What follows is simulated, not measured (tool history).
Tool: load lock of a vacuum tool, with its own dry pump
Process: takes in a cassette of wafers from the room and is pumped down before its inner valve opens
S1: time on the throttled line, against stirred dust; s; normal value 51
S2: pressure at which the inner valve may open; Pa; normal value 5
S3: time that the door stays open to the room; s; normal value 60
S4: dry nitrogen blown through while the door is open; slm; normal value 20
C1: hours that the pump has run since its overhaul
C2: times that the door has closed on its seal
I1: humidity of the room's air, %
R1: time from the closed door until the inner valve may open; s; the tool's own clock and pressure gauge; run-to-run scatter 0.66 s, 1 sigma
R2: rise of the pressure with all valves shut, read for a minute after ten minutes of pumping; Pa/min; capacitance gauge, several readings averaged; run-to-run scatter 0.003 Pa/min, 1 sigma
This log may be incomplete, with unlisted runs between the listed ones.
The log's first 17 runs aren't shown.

{"run": 18, "hour": 2920.4, "S1": 96, "S2": 8, "S3": 33, "S4": 20, "C1": 4070, "C2": 27517, "I1": 45.7, "R1": 146.6, "R2": 0.371}
{"run": 19, "hour": 3127.0, "S1": 96, "S2": 8, "S3": 33, "S4": 20, "C1": 4277, "C2": 28105, "I1": 48.3, "R1": 145.7, "R2": 0.382}
{"run": 20, "hour": 3290.8, "S1": 101, "S2": 5, "S3": 60, "S4": 4, "C1": 4440, "C2": 28571, "I1": 45.7, "R1": 156.8, "R2": 0.416}
{"run": 21, "hour": 3499.5, "S1": 69, "S2": 6, "S3": 215, "S4": 25, "C1": 4649, "C2": 29165, "I1": 46.3, "R1": 127.6, "R2": 0.416}
{"run": 22, "hour": 3731.0, "S1": 69, "S2": 6, "S3": 215, "S4": 25, "C1": 4881, "C2": 29824, "I1": 47.2, "R1": 129.4, "R2": 0.423}
{"run": 23, "hour": 3919.6, "S1": 51, "S2": 5, "S3": 60, "S4": 42, "C1": 5069, "C2": 30361, "I1": 48.8, "R1": 116.9, "R2": 0.427}
{"run": 24, "hour": 4088.2, "S1": 26, "S2": 5, "S3": 190, "S4": 22, "C1": 5238, "C2": 30840, "I1": 43.5, "R1": 99.3, "R2": 0.453}
{"run": 25, "hour": 4281.6, "S1": 26, "S2": 5, "S3": 190, "S4": 22, "C1": 5431, "C2": 31391, "I1": 44.5, "R1": 98.9, "R2": 0.462}

Estimate the outcome of run 26 from the log above:
{"run": 26, "hour": 4416.9, "S1": 26, "S2": 5, "S3": 190, "S4": 22, "C1": 5566, "C2": 31776, "I1": 43.2, "R1": "?", "R2": "?"}

Run 26 gave R1 99.1 s, R2 0.469 Pa/min.
Were there no unlogged condition in the tool, this run, its random variation unchanged, would have produced R1 95.5 s, R2 0.021 Pa/min.
